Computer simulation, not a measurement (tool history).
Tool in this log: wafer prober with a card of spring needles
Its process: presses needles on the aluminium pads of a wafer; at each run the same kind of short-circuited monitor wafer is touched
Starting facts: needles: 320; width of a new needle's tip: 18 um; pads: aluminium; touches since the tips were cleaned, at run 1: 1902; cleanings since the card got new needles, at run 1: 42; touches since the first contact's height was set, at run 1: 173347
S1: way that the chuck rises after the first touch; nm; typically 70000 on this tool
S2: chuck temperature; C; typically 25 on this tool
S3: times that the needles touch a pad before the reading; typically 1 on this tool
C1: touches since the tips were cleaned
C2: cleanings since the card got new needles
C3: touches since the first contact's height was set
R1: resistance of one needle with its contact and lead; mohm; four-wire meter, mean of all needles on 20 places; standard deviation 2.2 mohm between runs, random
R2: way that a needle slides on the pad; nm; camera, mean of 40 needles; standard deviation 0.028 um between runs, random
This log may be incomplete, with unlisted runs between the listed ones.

run   hour     S1   S2  S3    C1  C2      C3   R1     R2
  1      0  70000   25   1  1902  42  173347  271  15810
       4.9  -- tips cleaned on abrasive film
  2    6.8  89000   25   1   675  43  175816  279  20000
      14.3  -- tips cleaned on abrasive film
  3   14.5  89000   25   1    60  44  178643  251  19980
      23.9  -- tips cleaned on abrasive film
  4   26.4  89000   25   1   933  45  183021  262  19990
      33.6  -- tips cleaned on abrasive film
      33.9  -- height of the first contact set anew
  5   35.7  89000   25   1   679  46     679  254  20780
  6   42.8  89000   25   1  3321  46    3321  268  20750
      43.9  -- tips cleaned on abrasive film
      53.6  -- tips cleaned on abrasive film, once more
  7     54  89000   25   1   150  48    7409  249  20790
  8   61.9  89000   25   1  3078  48   10337  266  20660
      63.4  -- tips cleaned on abrasive film
  9   71.4  89000   25   1  2965  49   13816  263  20700
      73.1  -- tips cleaned on abrasive film
 10   78.4  70000   25   1  1955  50   16383  272  16240
        83  -- tips cleaned on abrasive film
 11   86.8  70000   25   3  1413  51   19451  263  16220
      92.6  -- tips cleaned on abrasive film
 12    100  70000   25   3  2742  52   24333  259  16200
     102.7  -- tips cleaned on abrasive film
     113.1  -- tips cleaned on abrasive film
 13  113.6  70000   25   3   187  54   29297  253  16170
       123  -- tips cleaned on abrasive film
 14  125.6  70000   25   3   992  55   33722  250  16170
     132.4  -- tips cleaned on abrasive film
 15  132.8  70000   25   1   173  56   36354  257  16200
     141.9  -- tips cleaned on abrasive film
 16  145.4  70000   25   1  1289  57   40988  269  16120
     152.1  -- tips cleaned on abrasive film
 17  153.9  70000   41   1   672  58   44112  267  16200
     161.5  -- tips cleaned on abrasive film
 18  167.3  70000   41   1  2148  59   49028  277  16150
     171.2  -- tips cleaned on abrasive film
 19  177.6  80000   27   1  2375  60   52829  269  18480
     181.2  -- tips cleaned on abrasive film
 20  187.5  80000   27   1  2372  61   56475  271  18450
     190.9  -- tips cleaned on abrasive film
 21    198  80000   27   1  2626  62   60301  272  18400
     200.4  -- tips cleaned on abrasive film
     210.5  -- tips cleaned on abrasive film
 22    212  80000   27   1   573  64   65438  258  18400
     219.8  -- tips cleaned on abrasive film
 23  225.9  70000   41   3  2270  65   70562  269  16060
     229.4  -- tips cleaned on abrasive film
     239.1  -- tips cleaned on abrasive film
 24  239.5  88000   29   1   148  67   75513  253  20230
     248.6  -- tips cleaned on abrasive film
 25  248.6  70000   96   1     0  68   78856  276  16040
     258.6  -- tips cleaned on abrasive film
 26  259.3  69000   96   1   288  69   82818  278  15790
     268.3  -- tips cleaned on abrasive film
 27  270.9  69000   96   1   948  70   87067  285  15760
     278.1  -- tips cleaned on abrasive film
 28  282.7  69000   96   1  1709  71   91418  295  15830
     287.6  -- tips cleaned on abrasive film
 29  289.9  85000  120   3   842  72   94046  277  19440
     297.3  -- tips cleaned on abrasive film
 30  304.3  87000   58   2  2575  73   99339  266  19950
     306.7  -- tips cleaned on abrasive film
 31  310.4  52000   25   2  1390  74  101592  276  11740
     316.6  -- tips cleaned on abrasive film
 32  322.5  70000   60   1  2184  75  106030  287  15940

Each row is a separate what-if for the run after 32, all from the same tool condition, not one after another. Results?
     326.5  -- tips cleaned on abrasive film
  A  330.3  57000  42   2  1386  76  108881   ?   ?
     326.5  -- tips cleaned on abrasive film
  B  330.3  83000  60   1  1386  76  108881   ?   ?
     326.5  -- tips cleaned on abrasive film
  C  330.3  90000  71   1  1386  76  108881   ?   ?

run   R1     R2
  A  280  12950
  B  271  18920
  C  275  20640
Without the tool's hidden state the same runs would have given:
run   R1     R2
  A  260  13310
  B  255  19270
  C  261  21000

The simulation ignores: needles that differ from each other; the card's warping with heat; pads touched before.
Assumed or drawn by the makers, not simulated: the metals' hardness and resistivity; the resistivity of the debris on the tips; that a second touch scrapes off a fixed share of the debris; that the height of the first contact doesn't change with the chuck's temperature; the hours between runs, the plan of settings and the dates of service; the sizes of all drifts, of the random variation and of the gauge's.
